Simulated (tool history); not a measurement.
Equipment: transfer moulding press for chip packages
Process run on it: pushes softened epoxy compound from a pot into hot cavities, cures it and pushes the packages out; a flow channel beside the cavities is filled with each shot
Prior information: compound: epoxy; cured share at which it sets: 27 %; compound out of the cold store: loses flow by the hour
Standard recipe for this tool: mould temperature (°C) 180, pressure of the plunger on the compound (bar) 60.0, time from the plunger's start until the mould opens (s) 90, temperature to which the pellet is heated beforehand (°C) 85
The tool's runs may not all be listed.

| run | hour | mould temperature (°C) | pressure of the plunger on the compound (bar) | time from the plunger's start until the mould opens (s) | temperature to which the pellet is heated beforehand (°C) | incoming compound's hours out of the cold store | length that the compound runs in the flow channel (mm) | greatest force on the pins that push the packages out (N) |
|---|---|---|---|---|---|---|---|---|
| 1 | 0.0 | 180 | 60.0 | 90 | 85 | 14.4 | 929 | 395 |
|  | 5.0 | mould's thermocouples calibrated |
|  | 30.0 | cavities cleaned with cleaning compound and waxed |
| 2 | 32.4 | 180 | 60.0 | 90 | 85 | 46.3 | 761 | 374 |
|  | 61.4 | cavities cleaned with cleaning compound and waxed |
| 3 | 85.4 | 180 | 60.0 | 90 | 85 | 42.3 | 778 | 465 |
|  | 92.6 | cavities cleaned with cleaning compound and waxed |
|  | 125.8 | cavities cleaned with cleaning compound and waxed |
| 4 | 138.5 | 180 | 60.0 | 90 | 77 | 25.8 | 844 | 453 |
|  | 157.5 | cavities cleaned with cleaning compound and waxed |
|  | 189.2 | cavities cleaned with cleaning compound and waxed |
| 5 | 193.5 | 180 | 60.0 | 90 | 85 | 47.6 | 742 | 369 |
|  | 223.1 | cavities cleaned with cleaning compound and waxed |
| 6 | 225.4 | 180 | 60.0 | 90 | 85 | 46.2 | 737 | 376 |
|  | 255.8 | cavities cleaned with cleaning compound and waxed |
|  | 289.8 | cavities cleaned with cleaning compound and waxed |
| 7 | 289.8 | 184 | 60.0 | 90 | 85 | 36.6 | 753 | 371 |
|  | 321.6 | cavities cleaned with cleaning compound and waxed |
| 8 | 338.1 | 180 | 60.0 | 90 | 90 | 44.2 | 725 | 464 |
|  | 353.0 | cavities cleaned with cleaning compound and waxed |
| 9 | 375.8 | 180 | 72.5 | 90 | 85 | 8.6 | 977 | 486 |
|  | 389.4 | plunger's sealing rings changed |
|  | 390.9 | cavities cleaned with cleaning compound and waxed |
|  | 424.8 | cavities cleaned with cleaning compound and waxed |
| 10 | 432.0 | 180 | 72.5 | 90 | 85 | 26.4 | 951 | 423 |
|  | 458.5 | cavities cleaned with cleaning compound and waxed |
| 11 | 475.3 | 180 | 72.5 | 90 | 85 | 39.0 | 883 | 428 |
|  | 489.7 | cavities cleaned with cleaning compound and waxed |
|  | 524.8 | cavities cleaned with cleaning compound and waxed |
| 12 | 525.1 | 180 | 72.5 | 90 | 81 | 24.2 | 955 | 372 |
| 13 | 551.9 | 180 | 74.4 | 90 | 85 | 35.5 | 884 | 495 |
|  | 557.5 | cavities cleaned with cleaning compound and waxed |
|  | 590.6 | cavities cleaned with cleaning compound and waxed |
| 14 | 610.0 | 180 | 74.4 | 90 | 85 | 37.3 | 876 | 443 |
|  | 626.6 | cavities cleaned with cleaning compound and waxed |
|  | 658.6 | cavities cleaned with cleaning compound and waxed |
| 15 | 676.9 | 183 | 64.3 | 90 | 78 | 13.0 | 928 | 429 |
|  | 691.1 | cavities cleaned with cleaning compound and waxed |
|  | 724.1 | cavities cleaned with cleaning compound and waxed |
| 16 | 744.6 | 187 | 64.3 | 90 | 89 | 40.4 | 749 | 404 |
|  | 756.0 | cavities cleaned with cleaning compound and waxed |
|  | 790.0 | cavities cleaned with cleaning compound and waxed |
| 17 | 806.0 | 175 | 60.8 | 90 | 91 | 11.7 | 898 | 551 |
|  | 824.1 | cavities cleaned with cleaning compound and waxed |
|  | 849.8 | plunger's sealing rings changed |
|  | 857.7 | cavities cleaned with cleaning compound and waxed |
| 18 | 864.1 | 180 | 59.8 | 90 | 91 | 22.7 | 886 | 401 |

Expected results for the next run?
|  | 891.6 | cavities cleaned with cleaning compound and waxed |
| 19 | 916.2 | 180 | 59.8 | 90 | 91 | 43.7 | ? | ? |

{"run 19": {"length that the compound runs in the flow channel (mm)": 769, "greatest force on the pins that push the packages out (N)": 458}}
With no hidden state in the tool, this same run would have given length that the compound runs in the flow channel (mm) 787, greatest force on the pins that push the packages out (N) 371.
